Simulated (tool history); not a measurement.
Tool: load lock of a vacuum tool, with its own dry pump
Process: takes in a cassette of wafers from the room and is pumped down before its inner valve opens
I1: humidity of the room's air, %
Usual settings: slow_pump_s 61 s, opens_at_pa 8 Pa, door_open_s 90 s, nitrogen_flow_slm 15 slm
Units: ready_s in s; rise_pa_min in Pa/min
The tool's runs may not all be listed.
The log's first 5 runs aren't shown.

{"run": 6, "day": 53.283, "slow_pump_s": 61, "opens_at_pa": 8, "door_open_s": 90, "nitrogen_flow_slm": 15, "I1": 46.3, "ready_s": 95.0, "rise_pa_min": 0.074}
{"run": 7, "day": 65.142, "slow_pump_s": 61, "opens_at_pa": 8, "door_open_s": 90, "nitrogen_flow_slm": 15, "I1": 46.9, "ready_s": 94.8, "rise_pa_min": 0.073}
{"run": 8, "day": 80.792, "slow_pump_s": 61, "opens_at_pa": 8, "door_open_s": 90, "nitrogen_flow_slm": 15, "I1": 48.4, "ready_s": 94.7, "rise_pa_min": 0.074}
{"run": 9, "day": 93.258, "slow_pump_s": 61, "opens_at_pa": 8, "door_open_s": 90, "nitrogen_flow_slm": 15, "I1": 46.3, "ready_s": 93.8, "rise_pa_min": 0.076}
{"run": 10, "day": 106.475, "slow_pump_s": 58, "opens_at_pa": 8, "door_open_s": 90, "nitrogen_flow_slm": 15, "I1": 43.9, "ready_s": 92.1, "rise_pa_min": 0.067}
{"run": 11, "day": 118.183, "slow_pump_s": 61, "opens_at_pa": 8, "door_open_s": 43, "nitrogen_flow_slm": 15, "I1": 42.9, "ready_s": 94.4, "rise_pa_min": 0.046}
{"run": 12, "day": 132.804, "slow_pump_s": 61, "opens_at_pa": 8, "door_open_s": 43, "nitrogen_flow_slm": 15, "I1": 48.5, "ready_s": 94.1, "rise_pa_min": 0.052}
{"run": 13, "day": 144.771, "slow_pump_s": 61, "opens_at_pa": 8, "door_open_s": 90, "nitrogen_flow_slm": 15, "I1": 44.6, "ready_s": 94.0, "rise_pa_min": 0.071}
{"run": 14, "day": 157.662, "slow_pump_s": 61, "opens_at_pa": 8, "door_open_s": 90, "nitrogen_flow_slm": 15, "I1": 44.6, "ready_s": 94.0, "rise_pa_min": 0.069}
{"run": 15, "day": 167.617, "slow_pump_s": 61, "opens_at_pa": 8, "door_open_s": 90, "nitrogen_flow_slm": 15, "I1": 44.6, "ready_s": 95.3, "rise_pa_min": 0.073}
{"run": 16, "day": 179.454, "slow_pump_s": 61, "opens_at_pa": 8, "door_open_s": 90, "nitrogen_flow_slm": 15, "I1": 45.9, "ready_s": 94.3, "rise_pa_min": 0.072}
{"run": 17, "day": 195.5, "slow_pump_s": 61, "opens_at_pa": 8, "door_open_s": 90, "nitrogen_flow_slm": 15, "I1": 44.0, "ready_s": 94.8, "rise_pa_min": 0.073}
{"run": 18, "day": 207.596, "slow_pump_s": 90, "opens_at_pa": 8, "door_open_s": 26, "nitrogen_flow_slm": 15, "I1": 45.8, "ready_s": 118.7, "rise_pa_min": 0.027}
{"run": 19, "day": 216.112, "slow_pump_s": 90, "opens_at_pa": 8, "door_open_s": 26, "nitrogen_flow_slm": 15, "I1": 44.6, "ready_s": 119.0, "rise_pa_min": 0.039}
{"run": 20, "day": 227.162, "slow_pump_s": 41, "opens_at_pa": 12, "door_open_s": 165, "nitrogen_flow_slm": 17, "I1": 46.8, "ready_s": 74.8, "rise_pa_min": 0.097}
{"run": 21, "day": 234.796, "slow_pump_s": 41, "opens_at_pa": 12, "door_open_s": 165, "nitrogen_flow_slm": 17, "I1": 44.3, "ready_s": 74.7, "rise_pa_min": 0.095}
{"run": 22, "day": 247.1, "slow_pump_s": 93, "opens_at_pa": 10, "door_open_s": 48, "nitrogen_flow_slm": 6, "I1": 44.6, "ready_s": 120.5, "rise_pa_min": 0.06}
{"day": 258.317, "done": "dry pump taken out, an overhauled one fitted"}
{"run": 23, "day": 259.142, "slow_pump_s": 60, "opens_at_pa": 7, "door_open_s": 77, "nitrogen_flow_slm": 20, "I1": 45.7, "ready_s": 94.0, "rise_pa_min": 0.063}
{"run": 24, "day": 267.65, "slow_pump_s": 60, "opens_at_pa": 7, "door_open_s": 77, "nitrogen_flow_slm": 20, "I1": 44.5, "ready_s": 93.4, "rise_pa_min": 0.055}
{"run": 25, "day": 282.612, "slow_pump_s": 97, "opens_at_pa": 6, "door_open_s": 77, "nitrogen_flow_slm": 40, "I1": 46.0, "ready_s": 126.4, "rise_pa_min": 0.041}
{"run": 26, "day": 290.2, "slow_pump_s": 36, "opens_at_pa": 6, "door_open_s": 140, "nitrogen_flow_slm": 12, "I1": 44.2, "ready_s": 73.5, "rise_pa_min": 0.096}
{"run": 27, "day": 302.633, "slow_pump_s": 36, "opens_at_pa": 6, "door_open_s": 140, "nitrogen_flow_slm": 12, "I1": 47.0, "ready_s": 73.9, "rise_pa_min": 0.097}
{"run": 28, "day": 311.288, "slow_pump_s": 38, "opens_at_pa": 11, "door_open_s": 161, "nitrogen_flow_slm": 4, "I1": 45.7, "ready_s": 71.8, "rise_pa_min": 0.124}
{"run": 29, "day": 321.096, "slow_pump_s": 38, "opens_at_pa": 11, "door_open_s": 161, "nitrogen_flow_slm": 4, "I1": 44.1, "ready_s": 73.5, "rise_pa_min": 0.127}
{"run": 30, "day": 328.188, "slow_pump_s": 61, "opens_at_pa": 12, "door_open_s": 90, "nitrogen_flow_slm": 15, "I1": 45.6, "ready_s": 92.7, "rise_pa_min": 0.073}

The next listed run, before its measurement:
{"run": 31, "day": 335.483, "slow_pump_s": 61, "opens_at_pa": 8, "door_open_s": 116, "nitrogen_flow_slm": 11, "I1": 45.5, "ready_s": "?", "rise_pa_min": "?"}

Run 31 gave ready_s 94.6 s, rise_pa_min 0.090 Pa/min.
Without the tool's hidden state the same run would have given ready_s 94.6 s, rise_pa_min 0.090 Pa/min.

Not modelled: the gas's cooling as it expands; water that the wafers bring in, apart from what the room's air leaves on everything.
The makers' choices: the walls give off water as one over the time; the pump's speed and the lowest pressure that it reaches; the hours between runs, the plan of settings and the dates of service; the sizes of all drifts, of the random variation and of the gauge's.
